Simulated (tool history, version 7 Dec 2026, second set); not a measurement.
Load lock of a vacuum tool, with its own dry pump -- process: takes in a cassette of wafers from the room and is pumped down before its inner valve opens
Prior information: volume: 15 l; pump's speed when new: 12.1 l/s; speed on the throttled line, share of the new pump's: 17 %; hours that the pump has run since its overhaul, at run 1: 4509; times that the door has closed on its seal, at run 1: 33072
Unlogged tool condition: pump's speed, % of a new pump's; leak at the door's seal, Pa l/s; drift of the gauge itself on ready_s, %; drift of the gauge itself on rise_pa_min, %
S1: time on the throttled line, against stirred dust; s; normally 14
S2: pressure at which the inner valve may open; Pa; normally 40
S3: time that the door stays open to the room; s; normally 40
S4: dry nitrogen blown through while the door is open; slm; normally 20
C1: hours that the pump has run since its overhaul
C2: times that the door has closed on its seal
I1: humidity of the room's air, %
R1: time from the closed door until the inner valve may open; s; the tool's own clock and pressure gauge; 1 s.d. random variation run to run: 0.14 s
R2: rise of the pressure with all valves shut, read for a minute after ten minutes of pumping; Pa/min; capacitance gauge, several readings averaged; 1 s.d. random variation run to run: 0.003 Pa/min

run 1 day=0 | S1=14 S2=40 S3=40 S4=20 | C1=4509 C2=33072 | I1=46.3 | R1=21.9 R2=0.181
run 2 day=10.329 | S1=14 S2=40 S3=40 S4=20 | C1=4757 C2=34194 | I1=45.1 | R1=21.7 R2=0.184
run 3 day=17.975 | S1=14 S2=40 S3=40 S4=20 | C1=4941 C2=35024 | I1=44.6 | R1=21.9 R2=0.192
run 4 day=29.383 | S1=14 S2=40 S3=40 S4=20 | C1=5215 C2=36263 | I1=44.2 | R1=22.2 R2=0.192
run 5 day=44.85 | S1=14 S2=56 S3=40 S4=20 | C1=5586 C2=37943 | I1=45.5 | R1=21.6 R2=0.209
run 6 day=52.221 | S1=14 S2=40 S3=40 S4=20 | C1=5763 C2=38743 | I1=45.9 | R1=22 R2=0.219
run 7 day=68.033 | S1=14 S2=35 S3=200 S4=20 | C1=6142 C2=40460 | I1=43.2 | R1=22.3 R2=0.299
run 8 day=76.529 | S1=14 S2=38 S3=40 S4=20 | C1=6346 C2=41383 | I1=45 | R1=22.2 R2=0.228
run 9 day=83.9 | S1=14 S2=38 S3=40 S4=20 | C1=6523 C2=42184 | I1=47.6 | R1=21.9 R2=0.231
run 10 day=96.721 | S1=14 S2=36 S3=206 S4=27 | C1=6831 C2=43576 | I1=44.8 | R1=22 R2=0.315
run 11 day=110.754 | S1=14 S2=36 S3=206 S4=27 | C1=7168 C2=45100 | I1=46 | R1=22.6 R2=0.33

Predict each of these 3 candidate next runs independently; none follows another, all start after run 11:
run A day=120.083 | S1=14 S2=53 S3=211 S4=15 | C1=7392 C2=46113 | I1=42.5 | R1=? R2=?
run B day=120.083 | S1=10 S2=45 S3=114 S4=20 | C1=7392 C2=46113 | I1=48.4 | R1=? R2=?
run C day=120.083 | S1=14 S2=36 S3=61 S4=23 | C1=7392 C2=46113 | I1=45.9 | R1=? R2=?

run=A R1=21.9 R2=0.355
run=B R1=18.9 R2=0.311
run=C R1=22.3 R2=0.275
Stripped of hidden state, with their random variation kept, the same runs would have yielded:
run=A R1=21.2 R2=0.139
run=B R1=18.1 R2=0.091
run=C R1=21.6 R2=0.056
